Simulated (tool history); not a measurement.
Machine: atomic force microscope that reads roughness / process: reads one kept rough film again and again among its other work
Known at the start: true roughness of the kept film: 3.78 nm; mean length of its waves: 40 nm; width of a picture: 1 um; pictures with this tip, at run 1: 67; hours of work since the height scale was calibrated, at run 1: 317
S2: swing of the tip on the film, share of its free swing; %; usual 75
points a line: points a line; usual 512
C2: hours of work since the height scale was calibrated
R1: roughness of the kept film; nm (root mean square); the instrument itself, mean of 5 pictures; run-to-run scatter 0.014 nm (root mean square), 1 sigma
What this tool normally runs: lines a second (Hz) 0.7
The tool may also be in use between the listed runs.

{"run": 1, "hour": 0.0, "lines a second (Hz)": 0.7, "S2": 75, "points a line": 512, "pictures with this tip": 67, "C2": 317, "R1": 3.338}
{"run": 2, "hour": 14.1, "lines a second (Hz)": 0.7, "S2": 75, "points a line": 512, "pictures with this tip": 78, "C2": 323, "R1": 3.329}
{"hour": 18.1, "done": "new tip fitted"}
{"run": 3, "hour": 26.9, "lines a second (Hz)": 3.476, "S2": 75, "points a line": 512, "pictures with this tip": 7, "C2": 328, "R1": 2.742}
{"run": 4, "hour": 42.5, "lines a second (Hz)": 3.476, "S2": 66, "points a line": 512, "pictures with this tip": 20, "C2": 335, "R1": 3.039}
{"run": 5, "hour": 53.4, "lines a second (Hz)": 0.7, "S2": 75, "points a line": 496, "pictures with this tip": 29, "C2": 339, "R1": 3.361}
{"run": 6, "hour": 70.6, "lines a second (Hz)": 0.7, "S2": 75, "points a line": 496, "pictures with this tip": 43, "C2": 347, "R1": 3.352}
{"run": 7, "hour": 80.8, "lines a second (Hz)": 0.7, "S2": 75, "points a line": 496, "pictures with this tip": 51, "C2": 351, "R1": 3.311}
{"run": 8, "hour": 90.6, "lines a second (Hz)": 0.7, "S2": 75, "points a line": 496, "pictures with this tip": 59, "C2": 355, "R1": 3.366}

What does the tool deliver on the next run?
{"run": 9, "hour": 101.4, "lines a second (Hz)": 3.004, "S2": 61, "points a line": 422, "pictures with this tip": 68, "C2": 360, "R1": "?"}

Run 9 produced R1 3.191 nm (root mean square).
If the tool had no hidden condition, the same run with the same run-to-run variation would have returned R1 3.202 nm (root mean square).
